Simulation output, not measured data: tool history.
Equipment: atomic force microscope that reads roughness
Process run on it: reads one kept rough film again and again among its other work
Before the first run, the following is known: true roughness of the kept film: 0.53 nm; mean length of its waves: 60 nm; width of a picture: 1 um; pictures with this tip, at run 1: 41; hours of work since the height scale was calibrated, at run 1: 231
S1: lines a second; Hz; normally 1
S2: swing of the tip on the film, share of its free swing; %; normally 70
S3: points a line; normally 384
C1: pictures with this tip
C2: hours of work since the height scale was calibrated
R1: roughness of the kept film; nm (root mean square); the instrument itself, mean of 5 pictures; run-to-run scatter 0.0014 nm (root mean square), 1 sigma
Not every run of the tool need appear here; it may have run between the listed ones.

run 1 hour=0 | S1=1 S2=70 S3=384 | C1=41 C2=231 | R1=0.507
run 2 hour=6.7 | S1=1 S2=70 S3=384 | C1=54 C2=236 | R1=0.508
-- hour=17 new tip fitted
run 3 hour=17.1 | S1=1 S2=70 S3=384 | C1=0 C2=243 | R1=0.508
run 4 hour=24.6 | S1=1 S2=70 S3=384 | C1=14 C2=249 | R1=0.507
run 5 hour=33.1 | S1=1 S2=70 S3=384 | C1=30 C2=255 | R1=0.508
run 6 hour=40.3 | S1=0.83 S2=70 S3=384 | C1=44 C2=260 | R1=0.511
run 7 hour=49.5 | S1=1 S2=62 S3=384 | C1=61 C2=266 | R1=0.515
-- hour=55.5 new tip fitted
run 8 hour=55.9 | S1=0.77 S2=70 S3=384 | C1=0 C2=271 | R1=0.515
run 9 hour=62.9 | S1=0.77 S2=70 S3=384 | C1=14 C2=276 | R1=0.51
run 10 hour=70.6 | S1=1 S2=70 S3=384 | C1=28 C2=281 | R1=0.508
run 11 hour=80 | S1=1 S2=70 S3=384 | C1=46 C2=288 | R1=0.505
run 12 hour=90.1 | S1=1 S2=70 S3=384 | C1=65 C2=295 | R1=0.506
-- hour=94.2 new tip fitted
run 13 hour=99.7 | S1=1 S2=70 S3=384 | C1=11 C2=302 | R1=0.509
run 14 hour=106.9 | S1=1 S2=70 S3=419 | C1=24 C2=307 | R1=0.507
run 15 hour=114.8 | S1=0.74 S2=55 S3=384 | C1=39 C2=312 | R1=0.521
run 16 hour=120.9 | S1=0.74 S2=55 S3=384 | C1=51 C2=317 | R1=0.518
run 17 hour=130.7 | S1=0.73 S2=55 S3=313 | C1=69 C2=324 | R1=0.522
-- hour=132.4 new tip fitted
run 18 hour=138.4 | S1=1 S2=69 S3=307 | C1=11 C2=329 | R1=0.509
run 19 hour=146.7 | S1=3.52 S2=69 S3=307 | C1=27 C2=335 | R1=0.467
run 20 hour=155.8 | S1=1 S2=70 S3=497 | C1=44 C2=341 | R1=0.511
run 21 hour=162.4 | S1=2.54 S2=70 S3=384 | C1=57 C2=346 | R1=0.48
run 22 hour=168.4 | S1=0.69 S2=59 S3=432 | C1=68 C2=350 | R1=0.519
-- hour=171.1 new tip fitted
run 23 hour=173.1 | S1=0.69 S2=59 S3=432 | C1=4 C2=353 | R1=0.521
run 24 hour=179.7 | S1=1.4 S2=70 S3=384 | C1=16 C2=358 | R1=0.497
run 25 hour=188.6 | S1=0.59 S2=67 S3=384 | C1=33 C2=364 | R1=0.515
run 26 hour=193.3 | S1=1 S2=59 S3=674 | C1=42 C2=368 | R1=0.52

Consider 4 possible next runs. They are alternatives, not a sequence: every one starts from the tool as it was left by run 26. What does each give?
run A hour=198.1 | S1=1.67 S2=59 S3=674 | C1=51 C2=371 | R1=?
run B hour=198.1 | S1=3.23 S2=70 S3=384 | C1=51 C2=371 | R1=?
run C hour=198.1 | S1=2.64 S2=68 S3=451 | C1=51 C2=371 | R1=?
run D hour=198.1 | S1=0.56 S2=75 S3=959 | C1=51 C2=371 | R1=?

run=A R1=0.511
run=B R1=0.467
run=C R1=0.482
run=D R1=0.512
Had the tool no hidden state, the same runs would have come out as:
run=A R1=0.511
run=B R1=0.467
run=C R1=0.482
run=D R1=0.512
